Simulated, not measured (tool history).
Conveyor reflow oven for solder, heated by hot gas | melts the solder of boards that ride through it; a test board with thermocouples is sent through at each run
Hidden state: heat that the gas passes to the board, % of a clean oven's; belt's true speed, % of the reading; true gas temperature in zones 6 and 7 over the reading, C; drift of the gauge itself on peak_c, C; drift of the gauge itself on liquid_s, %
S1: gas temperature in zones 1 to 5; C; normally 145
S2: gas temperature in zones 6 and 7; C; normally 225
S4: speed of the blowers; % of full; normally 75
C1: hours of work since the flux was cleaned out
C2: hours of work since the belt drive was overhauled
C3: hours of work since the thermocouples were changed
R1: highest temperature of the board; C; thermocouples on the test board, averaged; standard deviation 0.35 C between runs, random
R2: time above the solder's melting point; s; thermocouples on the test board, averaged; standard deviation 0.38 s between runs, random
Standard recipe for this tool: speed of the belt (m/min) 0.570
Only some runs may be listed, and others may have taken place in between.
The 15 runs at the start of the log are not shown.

Run 16, hour 721.0: usual settings but S1 154 C; C1 71; C2 909; C3 900. Result: R1 216.0 C, R2 61.6 s.
Run 17, hour 779.8: usual settings but S1 131 C, S2 214 C, speed of the belt (m/min) 0.508; C1 104; C2 941; C3 933. Result: R1 205.4 C, R2 51.0 s.
At hour 824.4: belt drive overhauled, speed set with a stopwatch.
Run 18, hour 836.4: usual settings but S1 160 C, S2 221 C, speed of the belt (m/min) 0.569; C1 133; C2 7; C3 962. Result: R1 213.3 C, R2 63.1 s.
Run 19, hour 888.7: usual settings but S1 159 C, S2 221 C; C1 161; C2 35; C3 990. Result: R1 213.2 C, R2 61.9 s.
At hour 908.5: thermocouples of zones 6 and 7 changed.
Run 20, hour 959.3: usual settings but S1 160 C, S2 231 C, speed of the belt (m/min) 0.498, S4 67 % of full; C1 199; C2 73; C3 28. Result: R1 222.9 C, R2 77.9 s.
Run 21, hour 1005.0: usual settings but S1 156 C, speed of the belt (m/min) 0.498, S4 63 % of full; C1 224; C2 98; C3 53. Result: R1 216.5 C, R2 72.4 s.
Run 22, hour 1047.5: usual settings but S1 146 C, S2 222 C, speed of the belt (m/min) 0.649, S4 63 % of full; C1 247; C2 122; C3 76. Result: R1 206.0 C, R2 42.0 s.
Run 23, hour 1083.6: usual settings but S1 146 C, S2 222 C, speed of the belt (m/min) 0.649, S4 63 % of full; C1 267; C2 141; C3 96. Result: R1 205.9 C, R2 41.4 s.
Run 24, hour 1127.1: usual settings but S1 146 C, S2 222 C, speed of the belt (m/min) 0.649, S4 63 % of full; C1 291; C2 165; C3 120. Result: R1 205.2 C, R2 41.8 s.
Run 25, hour 1194.6: usual settings but speed of the belt (m/min) 0.662, S4 63 % of full; C1 328; C2 202; C3 157. Result: R1 207.6 C, R2 42.1 s.
Run 26, hour 1226.1: usual settings but speed of the belt (m/min) 0.554, S4 63 % of full; C1 346; C2 220; C3 175. Result: R1 213.0 C, R2 57.0 s.
Run 27, hour 1274.7: usual settings but S1 152 C, S2 217 C, speed of the belt (m/min) 0.659; C1 372; C2 246; C3 201. Result: R1 204.8 C, R2 43.6 s.
Run 28, hour 1339.8: usual settings but S1 152 C, S2 217 C, speed of the belt (m/min) 0.659; C1 408; C2 282; C3 237. Result: R1 205.5 C, R2 43.8 s.
Run 29, hour 1367.6: usual settings but S2 214 C, speed of the belt (m/min) 0.581, S4 86 % of full; C1 423; C2 297; C3 252. Result: R1 206.2 C, R2 50.0 s.
At hour 1397.2: flux residue cleaned out of gas plates and filters.
Run 30, hour 1430.5: usual settings but S2 214 C, speed of the belt (m/min) 0.581, S4 86 % of full; C1 18; C2 329; C3 284. Result: R1 205.9 C, R2 49.6 s.

Consider 3 possible next runs. They are alternatives, not a sequence: every one starts from the tool as it was left by run 30. What does each give?
Run A, hour 1473.0: usual settings but S1 140 C, S2 224 C; C1 42; C2 353; C3 308. Result: R1 ?, R2 ?.
Run B, hour 1473.0: usual settings but S1 140 C, S2 218 C; C1 42; C2 353; C3 308. Result: R1 ?, R2 ?.
Run C, hour 1473.0: usual settings but S2 235 C, speed of the belt (m/min) 0.641, S4 53 % of full; C1 42; C2 353; C3 308. Result: R1 ?, R2 ?.

run     R1    R2
  A  212.7  54.6
  B  207.9  49.8
  C  214.1  47.9
Had the tool no hidden state, the same runs would have come out as:
run     R1    R2
  A  212.7  54.6
  B  207.8  49.7
  C  214.0  47.8
